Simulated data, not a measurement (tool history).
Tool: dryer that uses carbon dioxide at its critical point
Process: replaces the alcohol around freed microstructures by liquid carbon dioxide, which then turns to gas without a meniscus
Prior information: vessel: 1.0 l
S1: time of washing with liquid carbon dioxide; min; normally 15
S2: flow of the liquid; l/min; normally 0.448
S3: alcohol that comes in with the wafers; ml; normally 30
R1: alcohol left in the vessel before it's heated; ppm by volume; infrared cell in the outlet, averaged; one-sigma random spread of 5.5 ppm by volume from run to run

run,day,S1,S2,S3,R1
1,0.000,15,0.448,30,191
2,0.704,15,0.448,30,200
3,1.433,15,0.448,30,206
4,2.242,15,0.448,30,208
5,3.254,15,0.430,30,278
6,4.204,15,0.430,30,278
7,5.017,15,0.430,30,296
8,5.838,15,0.430,30,311
9,6.342,15,0.430,30,332
10,7.267,12,0.433,114,2807
11,8.304,12,0.433,114,2906

What if the next run were any one of these 5? Each begins from the tool's condition after run 11:
A,9.117,12,0.297,114,?
B,9.117,12,0.514,114,?
C,9.117,9,0.615,114,?
D,9.117,17,0.433,27,?
E,9.117,11,0.448,30,?

run,R1
A,9499
B,1521
C,2320
D,205
E,977
With the hidden condition removed and each run's random variation left untouched, the same runs would have given:
run,R1
A,7128
B,904
C,1460
D,91
E,632
